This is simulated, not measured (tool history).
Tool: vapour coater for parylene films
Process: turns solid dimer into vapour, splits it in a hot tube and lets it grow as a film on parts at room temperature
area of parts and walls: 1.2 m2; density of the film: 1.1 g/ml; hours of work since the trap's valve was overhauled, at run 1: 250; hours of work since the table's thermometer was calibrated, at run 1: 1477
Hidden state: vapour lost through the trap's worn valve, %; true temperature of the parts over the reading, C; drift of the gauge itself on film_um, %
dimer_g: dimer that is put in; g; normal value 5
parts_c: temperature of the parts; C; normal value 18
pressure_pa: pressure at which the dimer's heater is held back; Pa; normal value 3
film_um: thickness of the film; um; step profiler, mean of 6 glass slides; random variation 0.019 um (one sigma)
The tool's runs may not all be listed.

run	hour	dimer_g	parts_c	pressure_pa	hours of work since the trap's valve was overhauled	hours of work since the table's thermometer was calibrated	film_um
1	0	5	18	3	250	1477	2.92
# hour 44.5: trap's valve overhauled
2	72.1	5	18	3	25	1537	3.2
3	111.8	5	18	3	60	1572	3.18
4	159.9	5	18	3	102	1615	3.15
5	209.2	5	18	3	146	1659	3.07
6	280.6	5	18	3	209	1722	3.02
7	350.6	5	18	3	271	1784	2.95
# hour 371: trap's valve overhauled
8	410.3	5	18	8.33	35	1833	2.5
9	474.2	5	18	8.33	91	1890	2.46
10	532.6	5	18	3	143	1942	3.07
11	577.6	5	18	3	183	1982	3.02
# hour 619.3: table's thermometer calibrated
12	642.2	5	14	3	240	20	3.2
# hour 702.2: trap's valve overhauled
13	726.2	5	14	3	21	91	3.45
14	779.4	5	14	3	68	138	3.4
15	821.3	3	18	3	106	176	1.95
16	880	3	18	3	158	228	1.84
17	919.7	6	14	4.65	193	263	3.54
# hour 978.2: table's thermometer calibrated, once more
18	981.9	6	29	4.97	247	3	2.6
# hour 1031.3: trap's valve overhauled
19	1064.3	3	14	3.58	29	73	1.95
20	1115.8	2	26	8.7	75	118	0.89
21	1158.5	5	19	9.82	113	156	2.31
22	1192.6	5	19	9.82	143	187	2.31
23	1253.4	5	22	5.36	197	240	2.44
24	1294.2	5	22	5.36	233	277	2.43
# hour 1357.5: trap's valve overhauled
25	1368.6	4	24	3.37	10	339	2.27
26	1421	4	24	3.37	56	385	2.26
27	1464.5	3	26	2.06	95	424	1.79
28	1537	6	14	2.71	159	488	3.9
29	1583.9	7	23	9.49	201	530	2.95

Forecast each of these 5 alternatives for the next run:
A	1623.3	4	25	2.26	236	565	?
B	1623.3	7	19	5.42	236	565	?
C	1623.3	5	18	3.14	236	565	?
D	1623.3	5	12	3	236	565	?
E	1623.3	3	18	9.19	236	565	?

run	film_um
A	2.25
B	3.55
C	2.93
D	3.19
E	1.35
With no hidden state in the tool, these same runs would have given:
run	film_um
A	2.44
B	3.84
C	3.17
D	3.46
E	1.46
